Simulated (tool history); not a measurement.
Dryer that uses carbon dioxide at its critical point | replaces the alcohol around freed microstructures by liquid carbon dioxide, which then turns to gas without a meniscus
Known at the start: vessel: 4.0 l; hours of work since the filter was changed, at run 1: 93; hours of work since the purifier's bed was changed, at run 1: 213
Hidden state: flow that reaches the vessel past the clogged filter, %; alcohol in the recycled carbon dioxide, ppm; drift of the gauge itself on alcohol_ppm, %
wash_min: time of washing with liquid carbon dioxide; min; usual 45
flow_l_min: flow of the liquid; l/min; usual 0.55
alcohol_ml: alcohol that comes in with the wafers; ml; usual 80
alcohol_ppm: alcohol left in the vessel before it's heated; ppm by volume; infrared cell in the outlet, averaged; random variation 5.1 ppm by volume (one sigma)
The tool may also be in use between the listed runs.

run,hour,wash_min,flow_l_min,alcohol_ml,hours of work since the filter was changed,hours of work since the purifier's bed was changed,alcohol_ppm
1,0,45,0.55,80,93,213,115
2,27.6,45,0.55,80,102,221,117
3,54.6,45,0.55,80,110,229,121
4,80.9,45,0.76,80,118,237,56
5,106,45,0.444,80,126,245,278
6,123.8,45,0.444,80,131,250,284
7,150.7,45,0.444,80,139,258,300
8,174.9,45,0.444,80,147,266,299
9,187.8,39,0.55,80,150,270,223
10,204.2,39,0.55,80,155,275,221
11,219.4,45,0.55,80,160,279,145
# hour 234.3: inlet filter changed
12,238.8,43,0.55,80,1,285,136
13,251.7,43,0.55,80,5,289,129
14,265,43,0.55,80,9,293,124
15,278.2,45,0.39,80,13,297,381
16,303.4,45,0.39,80,21,304,376
17,321.5,45,0.39,80,26,310,399
18,341,45,0.55,80,32,316,117
19,358,45,0.55,80,38,321,120
20,369.7,59,0.506,35,41,325,70
21,388.8,42,0.55,60,47,330,124
22,411,69,0.842,120,54,337,61
23,438.4,45,0.645,80,62,345,93
24,455.9,37,0.645,66,67,351,128
25,468.3,37,0.645,66,71,354,134
26,482.4,59,0.444,80,75,359,107
27,509.6,30,0.444,40,84,367,534
28,522.4,45,0.752,76,87,371,78
29,548.5,45,0.563,24,95,379,91
30,572.5,45,0.563,24,103,386,85
31,586.6,56,0.796,29,107,390,69
32,608.6,35,0.514,79,114,397,415
33,628.4,60,0.627,79,120,403,79
34,642.3,30,0.332,49,124,407,1391
35,664.7,45,0.55,35,131,414,113
36,683.3,45,0.55,35,136,420,116
37,697.9,66,0.364,32,141,424,115

Forecast each of these 4 alternatives for the next run:
A,724.1,66,0.677,100,149,432,?
B,724.1,48,0.364,29,149,432,?
C,724.1,66,0.405,41,149,432,?
D,724.1,48,0.507,43,149,432,?

run,alcohol_ppm
A,72
B,229
C,106
D,117
Without the tool's hidden state the same runs would have given:
run,alcohol_ppm
A,2
B,124
C,27
D,33
